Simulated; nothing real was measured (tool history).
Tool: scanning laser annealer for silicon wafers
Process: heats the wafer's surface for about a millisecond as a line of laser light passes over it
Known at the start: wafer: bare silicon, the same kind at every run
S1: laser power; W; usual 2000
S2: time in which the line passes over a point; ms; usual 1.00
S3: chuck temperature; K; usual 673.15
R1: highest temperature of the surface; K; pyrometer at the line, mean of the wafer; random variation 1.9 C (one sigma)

run	day	S1	S2	S3	R1
1	0.000	2000	1.00	673.15	1413.15
# day 2.771: optics aligned, line set to its width
2	3.246	2000	1.00	673.15	1398.15
3	6.271	2000	1.00	673.15	1398.15
4	7.983	2000	1.00	673.15	1392.15
5	10.404	2000	0.77	673.15	1305.15
6	13.900	2000	0.77	673.15	1300.15
7	17.279	2000	0.77	673.15	1294.15
# day 20.154: optics aligned, line set to its width, once more
8	21.004	2000	0.77	673.15	1320.15
9	24.483	2000	0.77	673.15	1315.15
# day 26.529: window over the wafer cleaned
10	27.138	2008	0.77	673.15	1339.15
11	29.671	2008	0.77	673.15	1335.15
12	31.833	2000	1.00	673.15	1427.15
13	35.458	2000	1.00	665.15	1412.15
14	38.996	2000	1.05	673.15	1439.15
15	42.667	2000	1.00	699.15	1443.15
16	45.117	2000	0.85	673.15	1354.15
17	47.233	2000	0.85	673.15	1347.15
18	50.300	2000	0.75	673.15	1308.15
19	53.825	2000	0.75	673.15	1304.15
20	56.454	2000	1.00	673.15	1401.15
21	58.717	1786	1.00	673.15	1314.15
22	60.375	2000	1.00	653.15	1380.15
# day 63.667: window over the wafer cleaned
23	64.183	2000	1.00	653.15	1398.15
24	67.912	2072	1.00	639.15	1414.15
25	71.017	1887	0.99	677.15	1370.15
26	73.529	1887	0.99	677.15	1366.15
27	75.871	1887	0.99	677.15	1365.15
28	78.738	2000	1.00	672.15	1405.15
29	81.362	1993	1.00	673.15	1402.15
30	84.067	1993	1.00	646.15	1372.15
# day 85.071: optics aligned, line set to its width
31	86.988	1993	1.00	646.15	1387.15
32	88.858	2000	0.84	643.15	1320.15
33	90.858	2000	0.74	673.15	1303.15
34	93.238	1941	0.92	673.15	1356.15
35	96.900	2000	1.00	643.15	1378.15
36	100.688	1825	1.11	639.15	1334.15
# day 100.950: window over the wafer cleaned
37	102.912	2000	1.20	645.15	1472.15
38	104.525	1704	0.75	677.15	1221.15
39	106.262	1740	1.00	640.15	1282.15
40	109.896	1740	1.15	642.15	1331.15

Some steps in R1 between neighbouring runs. How much of each would the tool show without its hidden state too (settings, what came in, random variation), and how much is left for the hidden state, with any gauge scatter that isn't in both results?
The hidden state here: light that passes the window, % of a clean one's; laser's true power over the reading, %; width of the line over the set one, %; drift of the gauge itself on peak_c, C.
Run 7 -> 8: optics aligned, line set to its width, once more. R1 +26.00 K: hidden state +24.00, all else +2.00.
Run 9 -> 10: S1 2000 -> 2008, window over the wafer cleaned. R1 +24.00 K: hidden state +20.00, all else +4.00.
Run 19 -> 20: S2 0.75 -> 1.00. R1 +97.00 K: hidden state -8.00, all else +105.00.
Run 22 -> 23: window over the wafer cleaned. R1 +18.00 K: hidden state +23.00, all else -5.00.
Run 36 -> 37: S1 1825 -> 2000, S2 1.11 -> 1.20, S3 639.15 -> 645.15, window over the wafer cleaned. R1 +138.00 K: hidden state +20.00, all else +118.00.
Run 37 -> 38: S1 2000 -> 1704, S2 1.20 -> 0.75, S3 645.15 -> 677.15. R1 -251.00 K: hidden state +6.00, all else -257.00.

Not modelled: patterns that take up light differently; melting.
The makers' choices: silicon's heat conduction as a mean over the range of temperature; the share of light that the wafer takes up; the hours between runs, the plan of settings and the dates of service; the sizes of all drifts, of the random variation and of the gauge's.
